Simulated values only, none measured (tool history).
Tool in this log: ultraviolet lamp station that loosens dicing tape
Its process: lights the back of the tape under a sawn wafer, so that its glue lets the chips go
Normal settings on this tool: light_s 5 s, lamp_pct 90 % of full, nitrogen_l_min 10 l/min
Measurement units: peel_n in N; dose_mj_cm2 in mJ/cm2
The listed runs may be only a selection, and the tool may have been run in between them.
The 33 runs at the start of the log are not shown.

run 34 hour=563.1 | light_s=2 lamp_pct=90 nitrogen_l_min=3 | peel_n=3.663 dose_mj_cm2=150
run 35 hour=585.7 | light_s=2 lamp_pct=90 nitrogen_l_min=3 | peel_n=3.705 dose_mj_cm2=148
run 36 hour=603.9 | light_s=9 lamp_pct=90 nitrogen_l_min=11 | peel_n=0.147 dose_mj_cm2=650
run 37 hour=626.8 | light_s=9 lamp_pct=90 nitrogen_l_min=11 | peel_n=0.144 dose_mj_cm2=647
run 38 hour=649.4 | light_s=6 lamp_pct=71 nitrogen_l_min=5 | peel_n=1.166 dose_mj_cm2=338
run 39 hour=670.7 | light_s=4 lamp_pct=71 nitrogen_l_min=14 | peel_n=1.27 dose_mj_cm2=222
run 40 hour=683.1 | light_s=2 lamp_pct=79 nitrogen_l_min=7 | peel_n=3.287 dose_mj_cm2=125
run 41 hour=710.9 | light_s=7 lamp_pct=79 nitrogen_l_min=7 | peel_n=0.569 dose_mj_cm2=428
run 42 hour=731.2 | light_s=7 lamp_pct=79 nitrogen_l_min=5 | peel_n=0.737 dose_mj_cm2=424
run 43 hour=757.3 | light_s=3 lamp_pct=92 nitrogen_l_min=5 | peel_n=2.318 dose_mj_cm2=214

What if the next run were any one of these 3? Each begins from the tool's condition after run 43:
run A hour=781.3 | light_s=5 lamp_pct=90 nitrogen_l_min=14 | peel_n=? dose_mj_cm2=?
run B hour=781.3 | light_s=3 lamp_pct=68 nitrogen_l_min=11 | peel_n=? dose_mj_cm2=?
run C hour=781.3 | light_s=3 lamp_pct=68 nitrogen_l_min=19 | peel_n=? dose_mj_cm2=?

run=A peel_n=0.571 dose_mj_cm2=338
run=B peel_n=2.331 dose_mj_cm2=153
run=C peel_n=1.982 dose_mj_cm2=151
Without the tool's hidden state the same runs would have given:
run=A peel_n=0.299 dose_mj_cm2=442
run=B peel_n=1.687 dose_mj_cm2=199
run=C peel_n=1.358 dose_mj_cm2=198
